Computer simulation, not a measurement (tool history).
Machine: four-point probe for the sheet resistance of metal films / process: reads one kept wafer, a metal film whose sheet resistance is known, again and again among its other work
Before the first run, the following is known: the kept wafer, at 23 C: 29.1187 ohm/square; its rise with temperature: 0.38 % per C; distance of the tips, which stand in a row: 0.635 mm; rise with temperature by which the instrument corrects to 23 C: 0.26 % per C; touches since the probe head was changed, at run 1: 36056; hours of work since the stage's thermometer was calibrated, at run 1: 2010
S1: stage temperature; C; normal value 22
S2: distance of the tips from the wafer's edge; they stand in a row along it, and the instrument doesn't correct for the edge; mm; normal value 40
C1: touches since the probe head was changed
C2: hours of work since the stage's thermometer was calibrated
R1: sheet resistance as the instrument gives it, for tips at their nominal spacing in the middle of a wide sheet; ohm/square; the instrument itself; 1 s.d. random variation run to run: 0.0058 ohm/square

run	hour	S1	S2	C1	C2	R1
1	0	22	40	36056	2010	29.087047
2	89.1	22	40	38438	2068	29.098761
3	141.3	22	40	39832	2102	29.096201
4	202.1	22	40	41460	2141	29.090478
5	274.1	22	40	43382	2188	29.104427
6	329.8	30	40	44871	2224	29.353134
# hour 349: stage's thermometer calibrated
7	390.1	30	40	46472	27	29.348946
8	484.2	30	40	48987	88	29.347932
9	542.3	30	40	50539	125	29.355014
10	608.8	30	40	52316	168	29.344132
11	671.7	30	40	53999	209	29.350144
12	722.5	22	27	55357	242	29.106079
13	798.4	22	19	57384	291	29.100434
14	865.1	22	40	59167	334	29.094508
15	914.7	32	40	60495	366	29.408833
16	975.8	32	11	62126	406	29.455559
17	1026	32	11	63470	438	29.464623
18	1091.2	22	20	65212	480	29.10587
19	1177.8	22	5	67527	536	29.333347
20	1259.9	32	5	69723	589	29.654519
21	1318	32	5	71275	627	29.666456
22	1365	32	5	72531	657	29.668017
23	1405.9	32	5	73625	684	29.657218
24	1465.7	20	12	75222	723	29.073267
25	1519.7	20	12	76668	758	29.076948
26	1594.9	20	12	78678	806	29.064081
27	1669.9	20	12	80683	855	29.06661
28	1730.1	24	4	82292	894	29.542769
29	1823.5	24	8	84789	954	29.249017
30	1908.2	24	8	87053	1009	29.261117
31	1976	25	13	88866	1053	29.22362
32	2051.5	25	13	90884	1102	29.235447
33	2094.6	33	23	92036	1130	29.460671
34	2167.2	31	49	93977	1176	29.372928
35	2236	29	22	95816	1221	29.319651
36	2281.5	27	6	97032	1250	29.44035
37	2340	27	6	98595	1288	29.432485
38	2391.8	24	5	99980	1322	29.408147
39	2434.7	25	15	101127	1350	29.219651
40	2487.4	18	15	102534	1384	28.984267
41	2541.6	20	10	103985	1419	29.087518
42	2621	20	10	106108	1470	29.088745
43	2681	20	4	107711	1509	29.402293
44	2757.3	20	43	109749	1558	29.027927
45	2849.3	20	39	112208	1618	29.030078

Here are 3 independent what-if runs from the current tool condition. What would each one return?
A	2920.8	20	45	114120	1664	?
B	2920.8	29	26	114120	1664	?
C	2920.8	30	27	114120	1664	?

run	R1
A	29.040831
B	29.331092
C	29.355115
Take away the tool's hidden state, keep each run's random variation, and the runs would have read:
run	R1
A	29.037412
B	29.327662
C	29.351685

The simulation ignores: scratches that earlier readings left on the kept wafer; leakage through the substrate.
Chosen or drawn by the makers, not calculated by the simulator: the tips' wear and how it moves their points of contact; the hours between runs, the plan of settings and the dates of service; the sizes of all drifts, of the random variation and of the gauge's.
